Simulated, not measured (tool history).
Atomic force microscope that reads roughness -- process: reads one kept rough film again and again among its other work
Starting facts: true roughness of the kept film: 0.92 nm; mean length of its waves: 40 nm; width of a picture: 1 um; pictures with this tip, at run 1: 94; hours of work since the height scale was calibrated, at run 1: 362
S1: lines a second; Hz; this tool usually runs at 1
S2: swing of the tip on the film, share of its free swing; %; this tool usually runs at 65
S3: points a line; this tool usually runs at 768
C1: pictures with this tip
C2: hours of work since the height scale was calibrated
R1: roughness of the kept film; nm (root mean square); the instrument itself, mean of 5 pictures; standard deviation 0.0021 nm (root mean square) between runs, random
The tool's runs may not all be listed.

| run | hour | S1 | S2 | S3 | C1 | C2 | R1 |
|---|---|---|---|---|---|---|---|
| 1 | 0 | 1 | 65 | 768 | 94 | 362 | 0.875 |
| 2 | 34.4 | 1 | 65 | 768 | 128 | 380 | 0.876 |
| 3 | 61.9 | 1 | 65 | 768 | 155 | 394 | 0.867 |
| 4 | 87.9 | 1 | 65 | 768 | 181 | 408 | 0.862 |
| 5 | 121.2 | 1 | 65 | 768 | 214 | 426 | 0.86 |
| 6 | 137.5 | 1 | 65 | 768 | 230 | 434 | 0.856 |
| 7 | 157.2 | 1 | 65 | 768 | 250 | 444 | 0.856 |
| 8 | 195.4 | 1 | 65 | 768 | 288 | 464 | 0.854 |
|  | 220.3 | new tip fitted |
| 9 | 229.9 | 1 | 65 | 984 | 9 | 482 | 0.89 |
| 10 | 263.8 | 1 | 65 | 984 | 43 | 500 | 0.882 |
| 11 | 285.3 | 2.69 | 65 | 768 | 64 | 511 | 0.85 |
| 12 | 312 | 2.69 | 65 | 768 | 91 | 525 | 0.849 |
| 13 | 349.2 | 2.69 | 65 | 768 | 128 | 545 | 0.844 |
| 14 | 380.2 | 2.69 | 65 | 768 | 158 | 561 | 0.839 |
| 15 | 400.6 | 2.69 | 65 | 768 | 179 | 571 | 0.838 |
| 16 | 419.2 | 2.69 | 65 | 768 | 197 | 581 | 0.832 |
| 17 | 459.2 | 2.69 | 65 | 768 | 237 | 602 | 0.828 |
| 18 | 484.5 | 2.52 | 65 | 768 | 262 | 615 | 0.83 |
| 19 | 513.8 | 2.52 | 65 | 768 | 291 | 631 | 0.822 |
|  | 534 | new tip fitted |
| 20 | 536.2 | 1 | 57 | 667 | 2 | 642 | 0.904 |
| 21 | 559.3 | 1.49 | 68 | 826 | 25 | 654 | 0.878 |
| 22 | 576.9 | 0.51 | 68 | 345 | 43 | 663 | 0.895 |
| 23 | 609.3 | 0.51 | 68 | 345 | 75 | 680 | 0.887 |
| 24 | 649.1 | 1.18 | 68 | 574 | 114 | 701 | 0.874 |
| 25 | 665.6 | 1.18 | 68 | 574 | 131 | 710 | 0.867 |
| 26 | 690.8 | 2.52 | 87 | 901 | 156 | 723 | 0.756 |
| 27 | 715 | 2.52 | 87 | 901 | 180 | 736 | 0.752 |
| 28 | 739.5 | 2.52 | 73 | 350 | 204 | 748 | 0.807 |
| 29 | 765.7 | 1.16 | 73 | 460 | 230 | 762 | 0.843 |
| 30 | 789.9 | 0.54 | 77 | 432 | 254 | 775 | 0.857 |
| 31 | 821.2 | 2.43 | 72 | 757 | 285 | 791 | 0.809 |
|  | 846.4 | new tip fitted |
| 32 | 859.7 | 1 | 65 | 996 | 13 | 811 | 0.896 |
| 33 | 889 | 0.61 | 63 | 489 | 42 | 826 | 0.896 |
| 34 | 909.2 | 2.84 | 62 | 768 | 62 | 837 | 0.863 |
| 35 | 930.1 | 3.07 | 70 | 823 | 82 | 848 | 0.832 |
| 36 | 953.7 | 0.51 | 65 | 768 | 106 | 860 | 0.892 |
| 37 | 979 | 1.05 | 65 | 768 | 131 | 873 | 0.878 |

Entry by entry between the runs, the difference in hidden state between the last listed run before and the first listed run after:
After run 8, before run 9: new tip fitted (hour 220.3)
  radius of the tip, nm: 29.3 -> 8.6; height scale over the true one, %: 0.8 -> 0.83
  the result without the hidden state subtracted from the measured one, R1: -0.035 -> +0.004 nm (root mean square)
After run 19, before run 20: new tip fitted (hour 534)
  radius of the tip, nm: 30.4 -> 7.3; height scale over the true one, %: 1.07 -> 1.08
  the result without the hidden state subtracted from the measured one, R1: -0.034 -> +0.009 nm (root mean square)
After run 31, before run 32: new tip fitted (hour 846.4)
  radius of the tip, nm: 29.4 -> 8.2; height scale over the true one, %: 1.31 -> 1.35
  the result without the hidden state subtracted from the measured one, R1: -0.029 -> +0.009 nm (root mean square)

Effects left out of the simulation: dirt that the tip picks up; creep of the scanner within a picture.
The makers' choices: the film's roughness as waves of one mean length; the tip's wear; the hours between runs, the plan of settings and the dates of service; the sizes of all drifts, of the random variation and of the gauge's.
